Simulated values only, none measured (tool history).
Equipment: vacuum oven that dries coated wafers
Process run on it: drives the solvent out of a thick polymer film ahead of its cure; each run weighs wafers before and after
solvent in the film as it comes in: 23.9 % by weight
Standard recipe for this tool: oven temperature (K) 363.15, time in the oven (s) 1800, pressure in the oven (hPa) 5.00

{"run": 1, "hour": 0.0, "oven temperature (K)": 363.15, "time in the oven (s)": 1800, "pressure in the oven (hPa)": 5.0, "solvent left in the film (%)": 1.14}
{"run": 2, "hour": 28.4, "oven temperature (K)": 363.15, "time in the oven (s)": 1800, "pressure in the oven (hPa)": 5.0, "solvent left in the film (%)": 1.13}
{"run": 3, "hour": 65.9, "oven temperature (K)": 370.15, "time in the oven (s)": 1800, "pressure in the oven (hPa)": 5.0, "solvent left in the film (%)": 0.36}
{"run": 4, "hour": 106.3, "oven temperature (K)": 363.15, "time in the oven (s)": 1800, "pressure in the oven (hPa)": 5.0, "solvent left in the film (%)": 1.11}
{"run": 5, "hour": 148.5, "oven temperature (K)": 363.15, "time in the oven (s)": 1800, "pressure in the oven (hPa)": 5.0, "solvent left in the film (%)": 1.15}
{"run": 6, "hour": 187.3, "oven temperature (K)": 363.15, "time in the oven (s)": 1800, "pressure in the oven (hPa)": 5.0, "solvent left in the film (%)": 1.06}
{"run": 7, "hour": 225.6, "oven temperature (K)": 363.15, "time in the oven (s)": 1800, "pressure in the oven (hPa)": 5.0, "solvent left in the film (%)": 1.1}
{"run": 8, "hour": 246.5, "oven temperature (K)": 368.15, "time in the oven (s)": 1800, "pressure in the oven (hPa)": 5.0, "solvent left in the film (%)": 0.48}
{"run": 9, "hour": 278.5, "oven temperature (K)": 368.15, "time in the oven (s)": 1800, "pressure in the oven (hPa)": 5.0, "solvent left in the film (%)": 0.53}
{"run": 10, "hour": 313.0, "oven temperature (K)": 368.15, "time in the oven (s)": 1800, "pressure in the oven (hPa)": 5.0, "solvent left in the film (%)": 0.49}
{"run": 11, "hour": 351.7, "oven temperature (K)": 368.15, "time in the oven (s)": 1800, "pressure in the oven (hPa)": 5.0, "solvent left in the film (%)": 0.52}
{"run": 12, "hour": 372.4, "oven temperature (K)": 359.15, "time in the oven (s)": 1680, "pressure in the oven (hPa)": 13.17, "solvent left in the film (%)": 2.99}
{"run": 13, "hour": 407.9, "oven temperature (K)": 375.15, "time in the oven (s)": 1800, "pressure in the oven (hPa)": 5.0, "solvent left in the film (%)": 0.26}
{"run": 14, "hour": 440.4, "oven temperature (K)": 363.15, "time in the oven (s)": 1440, "pressure in the oven (hPa)": 5.0, "solvent left in the film (%)": 1.75}
{"run": 15, "hour": 478.8, "oven temperature (K)": 358.15, "time in the oven (s)": 1440, "pressure in the oven (hPa)": 16.21, "solvent left in the film (%)": 4.31}
{"run": 16, "hour": 496.2, "oven temperature (K)": 349.15, "time in the oven (s)": 1380, "pressure in the oven (hPa)": 3.11, "solvent left in the film (%)": 8.36}
{"run": 17, "hour": 536.4, "oven temperature (K)": 355.15, "time in the oven (s)": 3060, "pressure in the oven (hPa)": 5.0, "solvent left in the film (%)": 1.36}
{"run": 18, "hour": 562.4, "oven temperature (K)": 363.15, "time in the oven (s)": 3060, "pressure in the oven (hPa)": 2.62, "solvent left in the film (%)": 0.33}
{"run": 19, "hour": 585.9, "oven temperature (K)": 359.15, "time in the oven (s)": 1140, "pressure in the oven (hPa)": 17.22, "solvent left in the film (%)": 5.18}
{"run": 20, "hour": 619.3, "oven temperature (K)": 349.15, "time in the oven (s)": 1440, "pressure in the oven (hPa)": 3.34, "solvent left in the film (%)": 8.05}
{"run": 21, "hour": 658.8, "oven temperature (K)": 349.15, "time in the oven (s)": 1440, "pressure in the oven (hPa)": 3.34, "solvent left in the film (%)": 8.02}

What if the next run were any one of these 4? Each begins from the tool's condition after run 21:
{"run": "A", "hour": 701.8, "oven temperature (K)": 358.15, "time in the oven (s)": 2820, "pressure in the oven (hPa)": 17.82, "solvent left in the film (%)": "?"}
{"run": "B", "hour": 701.8, "oven temperature (K)": 363.15, "time in the oven (s)": 1800, "pressure in the oven (hPa)": 8.44, "solvent left in the film (%)": "?"}
{"run": "C", "hour": 701.8, "oven temperature (K)": 351.15, "time in the oven (s)": 2700, "pressure in the oven (hPa)": 4.19, "solvent left in the film (%)": "?"}
{"run": "D", "hour": 701.8, "oven temperature (K)": 349.15, "time in the oven (s)": 2220, "pressure in the oven (hPa)": 12.88, "solvent left in the film (%)": "?"}

run=A solvent_left_in_the_film_(%)=2.02
run=B solvent_left_in_the_film_(%)=1.35
run=C solvent_left_in_the_film_(%)=3.04
run=D solvent_left_in_the_film_(%)=5.90
Stripped of hidden state, with their random variation kept, the same runs would have yielded:
run=A solvent_left_in_the_film_(%)=2.53
run=B solvent_left_in_the_film_(%)=1.87
run=C solvent_left_in_the_film_(%)=4.16
run=D solvent_left_in_the_film_(%)=7.31
